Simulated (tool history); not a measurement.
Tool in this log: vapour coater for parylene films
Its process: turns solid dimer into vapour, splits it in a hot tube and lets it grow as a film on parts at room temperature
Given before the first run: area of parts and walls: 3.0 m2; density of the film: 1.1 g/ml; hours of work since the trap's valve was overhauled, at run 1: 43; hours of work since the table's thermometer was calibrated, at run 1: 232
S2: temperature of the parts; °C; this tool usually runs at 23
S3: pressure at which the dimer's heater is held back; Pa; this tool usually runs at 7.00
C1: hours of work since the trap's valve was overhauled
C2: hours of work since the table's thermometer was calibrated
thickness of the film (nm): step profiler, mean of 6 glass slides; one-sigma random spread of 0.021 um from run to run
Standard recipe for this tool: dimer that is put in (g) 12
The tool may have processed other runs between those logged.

run 1 day=0.000 | dimer_that_is_put_in_(g)=12 S2=23 S3=7.00 | C1=43 C2=232 | thickness_of_the_film_(nm)=2270
run 2 day=2.958 | dimer_that_is_put_in_(g)=12 S2=23 S3=7.00 | C1=79 C2=269 | thickness_of_the_film_(nm)=2210
run 3 day=5.546 | dimer_that_is_put_in_(g)=15 S2=23 S3=7.00 | C1=111 C2=301 | thickness_of_the_film_(nm)=2800
run 4 day=7.654 | dimer_that_is_put_in_(g)=11 S2=23 S3=7.00 | C1=137 C2=327 | thickness_of_the_film_(nm)=2000
run 5 day=10.829 | dimer_that_is_put_in_(g)=11 S2=23 S3=3.87 | C1=177 C2=366 | thickness_of_the_film_(nm)=2220
run 6 day=13.362 | dimer_that_is_put_in_(g)=11 S2=23 S3=3.87 | C1=208 C2=397 | thickness_of_the_film_(nm)=2230
run 7 day=15.808 | dimer_that_is_put_in_(g)=11 S2=23 S3=3.87 | C1=238 C2=428 | thickness_of_the_film_(nm)=2140
run 8 day=18.850 | dimer_that_is_put_in_(g)=11 S2=23 S3=3.87 | C1=276 C2=465 | thickness_of_the_film_(nm)=2080
-- day=20.012 trap's valve overhauled
run 9 day=20.704 | dimer_that_is_put_in_(g)=11 S2=23 S3=3.87 | C1=9 C2=486 | thickness_of_the_film_(nm)=1870
run 10 day=22.800 | dimer_that_is_put_in_(g)=12 S2=24 S3=7.00 | C1=35 C2=512 | thickness_of_the_film_(nm)=1700
run 11 day=24.783 | dimer_that_is_put_in_(g)=12 S2=24 S3=7.00 | C1=59 C2=537 | thickness_of_the_film_(nm)=1660
run 12 day=27.604 | dimer_that_is_put_in_(g)=12 S2=24 S3=7.00 | C1=94 C2=572 | thickness_of_the_film_(nm)=1640
run 13 day=30.750 | dimer_that_is_put_in_(g)=12 S2=24 S3=7.00 | C1=133 C2=611 | thickness_of_the_film_(nm)=1610
run 14 day=32.892 | dimer_that_is_put_in_(g)=12 S2=24 S3=7.00 | C1=160 C2=637 | thickness_of_the_film_(nm)=1590
run 15 day=35.292 | dimer_that_is_put_in_(g)=12 S2=24 S3=7.00 | C1=189 C2=667 | thickness_of_the_film_(nm)=1550
run 16 day=38.200 | dimer_that_is_put_in_(g)=12 S2=24 S3=7.00 | C1=225 C2=703 | thickness_of_the_film_(nm)=1510
-- day=39.862 trap's valve overhauled, once more
run 17 day=42.083 | dimer_that_is_put_in_(g)=12 S2=24 S3=7.00 | C1=28 C2=749 | thickness_of_the_film_(nm)=2280
run 18 day=43.671 | dimer_that_is_put_in_(g)=12 S2=24 S3=7.00 | C1=47 C2=769 | thickness_of_the_film_(nm)=2220
run 19 day=47.312 | dimer_that_is_put_in_(g)=12 S2=19 S3=7.00 | C1=92 C2=814 | thickness_of_the_film_(nm)=2770
-- day=50.912 table's thermometer calibrated
run 20 day=51.029 | dimer_that_is_put_in_(g)=12 S2=19 S3=7.00 | C1=138 C2=1 | thickness_of_the_film_(nm)=2600
run 21 day=53.212 | dimer_that_is_put_in_(g)=12 S2=19 S3=7.00 | C1=165 C2=29 | thickness_of_the_film_(nm)=2530
run 22 day=56.458 | dimer_that_is_put_in_(g)=12 S2=23 S3=7.00 | C1=205 C2=69 | thickness_of_the_film_(nm)=2130
run 23 day=59.654 | dimer_that_is_put_in_(g)=12 S2=24 S3=7.00 | C1=245 C2=108 | thickness_of_the_film_(nm)=2000
run 24 day=62.179 | dimer_that_is_put_in_(g)=12 S2=24 S3=7.00 | C1=276 C2=140 | thickness_of_the_film_(nm)=1950
-- day=63.112 trap's valve overhauled
run 25 day=64.946 | dimer_that_is_put_in_(g)=12 S2=15 S3=6.60 | C1=23 C2=172 | thickness_of_the_film_(nm)=3280
run 26 day=68.542 | dimer_that_is_put_in_(g)=12 S2=16 S3=7.00 | C1=67 C2=216 | thickness_of_the_film_(nm)=3060
run 27 day=70.717 | dimer_that_is_put_in_(g)=12 S2=16 S3=7.00 | C1=94 C2=243 | thickness_of_the_film_(nm)=2980
run 28 day=74.433 | dimer_that_is_put_in_(g)=14 S2=33 S3=2.51 | C1=140 C2=289 | thickness_of_the_film_(nm)=2060
run 29 day=76.329 | dimer_that_is_put_in_(g)=12 S2=35 S3=6.54 | C1=164 C2=313 | thickness_of_the_film_(nm)=1350
run 30 day=79.133 | dimer_that_is_put_in_(g)=21 S2=25 S3=2.44 | C1=199 C2=348 | thickness_of_the_film_(nm)=4160
run 31 day=81.158 | dimer_that_is_put_in_(g)=21 S2=25 S3=2.44 | C1=224 C2=373 | thickness_of_the_film_(nm)=4190
run 32 day=82.867 | dimer_that_is_put_in_(g)=21 S2=25 S3=2.44 | C1=245 C2=394 | thickness_of_the_film_(nm)=4100
-- day=86.454 trap's valve overhauled
run 33 day=86.462 | dimer_that_is_put_in_(g)=12 S2=23 S3=12.00 | C1=0 C2=436 | thickness_of_the_film_(nm)=2130
run 34 day=89.696 | dimer_that_is_put_in_(g)=12 S2=16 S3=7.00 | C1=40 C2=476 | thickness_of_the_film_(nm)=3100
run 35 day=92.192 | dimer_that_is_put_in_(g)=12 S2=16 S3=7.00 | C1=71 C2=507 | thickness_of_the_film_(nm)=3090
run 36 day=93.762 | dimer_that_is_put_in_(g)=8 S2=20 S3=7.00 | C1=91 C2=527 | thickness_of_the_film_(nm)=1730
run 37 day=96.583 | dimer_that_is_put_in_(g)=12 S2=30 S3=9.47 | C1=126 C2=562 | thickness_of_the_film_(nm)=1580
run 38 day=99.742 | dimer_that_is_put_in_(g)=17 S2=16 S3=4.20 | C1=165 C2=601 | thickness_of_the_film_(nm)=4610
run 39 day=103.396 | dimer_that_is_put_in_(g)=7 S2=32 S3=3.34 | C1=210 C2=646 | thickness_of_the_film_(nm)=980
run 40 day=105.475 | dimer_that_is_put_in_(g)=6 S2=33 S3=9.11 | C1=236 C2=672 | thickness_of_the_film_(nm)=670
run 41 day=108.383 | dimer_that_is_put_in_(g)=6 S2=17 S3=5.98 | C1=272 C2=708 | thickness_of_the_film_(nm)=1410
-- day=109.712 trap's valve overhauled
run 42 day=111.129 | dimer_that_is_put_in_(g)=10 S2=17 S3=7.00 | C1=18 C2=740 | thickness_of_the_film_(nm)=2520
run 43 day=112.833 | dimer_that_is_put_in_(g)=10 S2=17 S3=7.00 | C1=39 C2=761 | thickness_of_the_film_(nm)=2540
run 44 day=114.654 | dimer_that_is_put_in_(g)=6 S2=33 S3=8.61 | C1=61 C2=784 | thickness_of_the_film_(nm)=710
run 45 day=116.925 | dimer_that_is_put_in_(g)=15 S2=17 S3=7.79 | C1=89 C2=812 | thickness_of_the_film_(nm)=3670
run 46 day=118.992 | dimer_that_is_put_in_(g)=22 S2=17 S3=7.51 | C1=115 C2=837 | thickness_of_the_film_(nm)=5420
-- day=120.742 table's thermometer calibrated
run 47 day=121.200 | dimer_that_is_put_in_(g)=7 S2=23 S3=7.00 | C1=142 C2=6 | thickness_of_the_film_(nm)=1310
run 48 day=124.825 | dimer_that_is_put_in_(g)=12 S2=24 S3=3.51 | C1=187 C2=51 | thickness_of_the_film_(nm)=2310

Some steps in thickness of the film (nm) between neighbouring runs. How much of each would the tool show without its hidden state too (settings, what came in, random variation), and how much is left for the hidden state, with any gauge scatter that isn't in both results?
The hidden state here: vapour lost through the trap's worn valve, %; true temperature of the parts over the reading, C; drift of the gauge itself on film_um, %.
Run 8 -> 9: trap's valve overhauled. thickness of the film (nm) -210: hidden state -260, all else +50.
Run 16 -> 17: trap's valve overhauled, once more. thickness of the film (nm) +770: hidden state +750, all else +20.
Run 32 -> 33: dimer that is put in (g) 21 -> 12, S2 25 -> 23, S3 2.44 -> 12.00, trap's valve overhauled. thickness of the film (nm) -1970: hidden state +470, all else -2440.
Run 37 -> 38: dimer that is put in (g) 12 -> 17, S2 30 -> 16, S3 9.47 -> 4.20. thickness of the film (nm) +3030: hidden state -170, all else +3200.
Run 38 -> 39: dimer that is put in (g) 17 -> 7, S2 16 -> 32, S3 4.20 -> 3.34. thickness of the film (nm) -3630: hidden state +140, all else -3770.
Run 46 -> 47: dimer that is put in (g) 22 -> 7, S2 17 -> 23, S3 7.51 -> 7.00, table's thermometer calibrated. thickness of the film (nm) -4110: hidden state +0, all else -4110.
